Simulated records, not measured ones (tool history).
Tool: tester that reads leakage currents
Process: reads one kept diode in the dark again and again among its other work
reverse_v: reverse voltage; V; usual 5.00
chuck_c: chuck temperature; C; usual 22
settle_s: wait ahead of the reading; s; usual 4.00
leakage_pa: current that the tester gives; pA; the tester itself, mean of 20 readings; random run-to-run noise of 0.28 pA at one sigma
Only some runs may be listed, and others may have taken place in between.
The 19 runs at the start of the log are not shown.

run,hour,reverse_v,chuck_c,settle_s,hours of work since the probe card was cleaned,hours of work since the tester was calibrated,hours of work since the chuck was calibrated,leakage_pa
20,720.9,5.00,22,4.00,206,1199,560,86.82
21,766.5,5.00,22,4.00,240,1232,593,86.49
22,817.9,5.00,34,3.13,277,1270,631,213.45
23,859.5,10.79,22,4.00,308,1300,661,112.30
24,907.7,10.79,22,4.00,343,1336,697,112.67
25,938.1,2.02,37,0.43,365,1358,719,194.80
26,983.9,2.02,37,0.43,399,1392,753,194.55
27,1025.6,17.22,47,4.00,430,1422,783,799.53
28,1065.7,17.22,47,4.00,459,1452,813,796.73
29,1099.3,17.22,47,4.00,484,1476,837,797.92
30,1130.6,7.46,22,0.48,507,1499,860,102.29
31,1173.6,5.00,57,0.33,538,1531,892,1003.87
32,1218.9,5.00,57,0.33,571,1564,925,998.65
33,1267.8,7.95,22,4.00,607,1600,961,98.93
34,1311.8,7.95,22,4.00,640,1632,993,98.64
35,1355.2,1.57,22,4.00,671,1664,1025,55.82
36,1390.7,14.13,22,0.80,698,1690,1051,126.61
37,1414.9,14.13,22,0.80,715,1708,1069,126.64
38,1456.2,14.13,32,0.38,746,1738,1099,266.74
39,1502.7,14.13,32,0.38,780,1772,1133,266.07
40,1557.2,14.13,32,0.38,820,1812,1173,266.17
41,1600.2,14.13,32,0.38,851,1844,1205,266.83

Forecast each of these 3 alternatives for the next run:
A,1645.4,5.00,22,0.87,884,1877,1238,?
B,1645.4,4.99,54,1.63,884,1877,1238,?
C,1645.4,16.43,22,0.57,884,1877,1238,?

run,leakage_pa
A,84.16
B,800.50
C,137.41
Without the tool's unlogged condition, the same runs would have read:
run,leakage_pa
A,92.70
B,882.12
C,146.57

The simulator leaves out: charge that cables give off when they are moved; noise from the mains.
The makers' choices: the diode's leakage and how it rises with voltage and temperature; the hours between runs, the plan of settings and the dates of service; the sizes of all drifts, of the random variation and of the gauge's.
